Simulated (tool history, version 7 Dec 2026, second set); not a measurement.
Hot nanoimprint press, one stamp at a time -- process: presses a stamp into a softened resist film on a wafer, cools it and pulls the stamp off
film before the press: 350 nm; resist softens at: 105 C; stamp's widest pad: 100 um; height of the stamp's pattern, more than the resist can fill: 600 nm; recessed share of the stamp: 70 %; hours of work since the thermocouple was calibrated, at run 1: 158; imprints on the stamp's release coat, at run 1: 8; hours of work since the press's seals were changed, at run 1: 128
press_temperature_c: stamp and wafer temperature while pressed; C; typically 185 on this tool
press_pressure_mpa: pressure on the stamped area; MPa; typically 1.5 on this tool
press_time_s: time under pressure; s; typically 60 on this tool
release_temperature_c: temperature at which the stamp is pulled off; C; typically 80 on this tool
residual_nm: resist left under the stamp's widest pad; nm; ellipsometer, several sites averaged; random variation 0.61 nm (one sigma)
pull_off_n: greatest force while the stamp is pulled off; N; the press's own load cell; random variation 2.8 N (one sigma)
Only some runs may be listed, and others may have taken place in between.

| run | hour | press_temperature_c | press_pressure_mpa | press_time_s | release_temperature_c | hours of work since the thermocouple was calibrated | imprints on the stamp's release coat | hours of work since the press's seals were changed | residual_nm | pull_off_n |
|---|---|---|---|---|---|---|---|---|---|---|
| 1 | 0 | 185 | 1.5 | 60 | 80 | 158 | 8 | 128 | 165.9 | 127 |
| 2 | 8.2 | 185 | 1.5 | 60 | 80 | 163 | 32 | 133 | 165.7 | 133 |
| 3 | 25 | 185 | 1.5 | 60 | 80 | 173 | 81 | 142 | 165.9 | 129 |
| 4 | 43.7 | 185 | 1.5 | 60 | 80 | 183 | 135 | 153 | 164.9 | 130 |
| 5 | 54.9 | 174 | 1.5 | 60 | 80 | 190 | 168 | 159 | 247.8 | 131 |
| 6 | 73.6 | 174 | 1.5 | 60 | 80 | 200 | 222 | 170 | 248 | 133 |
| 7 | 83.9 | 174 | 1.5 | 60 | 80 | 206 | 252 | 176 | 246.8 | 132 |
| 8 | 92.8 | 174 | 1.5 | 60 | 80 | 211 | 279 | 181 | 248.5 | 132 |
| 9 | 104.6 | 185 | 1.5 | 60 | 80 | 218 | 313 | 188 | 164.5 | 129 |
| 10 | 119.6 | 185 | 1.5 | 60 | 77 | 227 | 357 | 197 | 165.1 | 134 |
| 11 | 136.1 | 185 | 1.5 | 60 | 80 | 236 | 405 | 206 | 163.2 | 126 |
| 12 | 148.8 | 185 | 1.5 | 60 | 80 | 244 | 442 | 213 | 164 | 129 |
| 13 | 160.6 | 185 | 1.5 | 60 | 80 | 250 | 476 | 220 | 162.6 | 130 |
| 14 | 170 | 185 | 1.5 | 60 | 80 | 256 | 503 | 225 | 164 | 134 |
| 15 | 178.5 | 185 | 1.5 | 60 | 80 | 261 | 528 | 230 | 164 | 129 |
| 16 | 187.2 | 185 | 1.5 | 60 | 80 | 266 | 554 | 235 | 163 | 132 |
| 17 | 202.5 | 193 | 1.53 | 66 | 80 | 274 | 598 | 244 | 110.7 | 132 |
| 18 | 215 | 193 | 1.53 | 35 | 66 | 282 | 635 | 251 | 145 | 153 |

Run 19 is up next; what results do you expect?
| 19 | 231.8 | 184 | 1.5 | 60 | 80 | 291 | 684 | 261 | ? | ? |

{"run 19": {"residual_nm": 169.4, "pull_off_n": 131}}
Without the tool's hidden state the same run would have given residual_nm 172.5 nm, pull_off_n 130 N.
